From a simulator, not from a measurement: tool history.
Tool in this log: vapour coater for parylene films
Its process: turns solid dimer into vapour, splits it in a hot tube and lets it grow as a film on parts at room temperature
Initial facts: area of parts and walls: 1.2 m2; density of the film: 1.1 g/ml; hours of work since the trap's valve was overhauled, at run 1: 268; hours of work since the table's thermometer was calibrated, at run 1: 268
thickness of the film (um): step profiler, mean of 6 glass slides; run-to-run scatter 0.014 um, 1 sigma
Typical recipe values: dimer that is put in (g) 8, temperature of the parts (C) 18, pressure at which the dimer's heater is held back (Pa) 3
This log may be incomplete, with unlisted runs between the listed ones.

run,hour,dimer that is put in (g),temperature of the parts (C),pressure at which the dimer's heater is held back (Pa),hours of work since the trap's valve was overhauled,hours of work since the table's thermometer was calibrated,thickness of the film (um)
1,0,8,18,3,268,268,3.65
2,11.3,8,18,2.21,275,275,3.79
3,28.2,8,18,2.21,286,286,3.79
4,36.6,8,18,2.21,291,291,3.78
5,49.8,8,18,2.21,299,299,3.79
6,57.4,8,18,2.21,304,304,3.8
7,73.7,6,26,2.21,314,314,2.02
8,81,5,27,9.47,319,319,1.33
9,93.3,6,18,3,327,327,2.71
10,103.9,12,12,3,333,333,6.91
11,112.9,12,12,3,339,339,6.94
12,124.6,8,17,2.18,346,346,3.94

Predict each of these 5 candidate next runs independently; none follows another, all start after run 12:
A,139.3,7,18,3,356,356,?
B,139.3,3,22,4.31,356,356,?
C,139.3,9,11,3.58,356,356,?
D,139.3,8,21,2.35,356,356,?
E,139.3,6,14,3,356,356,?

run,thickness of the film (um)
A,3.13
B,1.11
C,5.3
D,3.3
E,3.18
Stripped of hidden state, with their random variation kept, the same runs would have yielded:
run,thickness of the film (um)
A,3.27
B,1.16
C,5.53
D,3.44
E,3.32
